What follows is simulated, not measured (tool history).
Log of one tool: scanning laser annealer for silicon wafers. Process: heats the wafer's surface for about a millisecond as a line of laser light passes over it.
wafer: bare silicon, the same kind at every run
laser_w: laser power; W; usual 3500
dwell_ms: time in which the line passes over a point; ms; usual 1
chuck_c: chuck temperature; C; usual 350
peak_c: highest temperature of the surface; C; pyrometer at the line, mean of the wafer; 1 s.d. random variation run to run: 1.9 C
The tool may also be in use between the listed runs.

| run | hour | laser_w | dwell_ms | chuck_c | peak_c |
|---|---|---|---|---|---|
| 1 | 0 | 3500 | 1 | 350 | 1143 |
| 2 | 28.8 | 3500 | 1 | 350 | 1141 |
| 3 | 53.1 | 3500 | 1 | 350 | 1139 |
| 4 | 94.1 | 3500 | 1 | 350 | 1139 |
| 5 | 140.8 | 3500 | 1 | 350 | 1140 |
|  | 152.4 | optics aligned, line set to its width |
|  | 162.6 | window over the wafer cleaned |
| 6 | 187.6 | 3500 | 0.7 | 350 | 999 |
| 7 | 218.2 | 3500 | 0.7 | 350 | 1001 |
| 8 | 238.4 | 3500 | 0.7 | 350 | 998 |
| 9 | 269.2 | 3500 | 0.7 | 350 | 998 |
| 10 | 298.6 | 3500 | 0.7 | 350 | 1001 |
| 11 | 340.5 | 3500 | 0.7 | 350 | 999 |
| 12 | 375.7 | 3500 | 0.7 | 350 | 998 |
| 13 | 421.7 | 3206 | 0.7 | 350 | 927 |
| 14 | 456.9 | 3092 | 0.85 | 367 | 982 |
| 15 | 504.7 | 3092 | 0.85 | 367 | 978 |
| 16 | 548.3 | 3092 | 0.85 | 367 | 982 |
| 17 | 579 | 3092 | 0.85 | 367 | 980 |
| 18 | 626.8 | 3092 | 0.85 | 367 | 982 |
| 19 | 667.5 | 3092 | 0.85 | 367 | 980 |
| 20 | 693.1 | 3092 | 0.85 | 367 | 982 |
| 21 | 727.7 | 3092 | 1.17 | 367 | 1106 |
| 22 | 749.2 | 3500 | 1.07 | 350 | 1178 |
| 23 | 785.5 | 3753 | 0.86 | 376 | 1175 |

Below are 5 alternative next runs, each starting from the tool's condition after run 23. Predict each:
| A | 823.9 | 3753 | 0.86 | 364 | ? |
| B | 823.9 | 3164 | 0.86 | 375 | ? |
| C | 823.9 | 3481 | 0.86 | 376 | ? |
| D | 823.9 | 3784 | 1.03 | 350 | ? |
| E | 823.9 | 3753 | 0.86 | 370 | ? |

| run | peak_c |
|---|---|
| A | 1162 |
| B | 1015 |
| C | 1098 |
| D | 1242 |
| E | 1173 |
What these runs would have given with no unlogged condition in the tool:
| run | peak_c |
|---|---|
| A | 1163 |
| B | 1016 |
| C | 1098 |
| D | 1243 |
| E | 1173 |
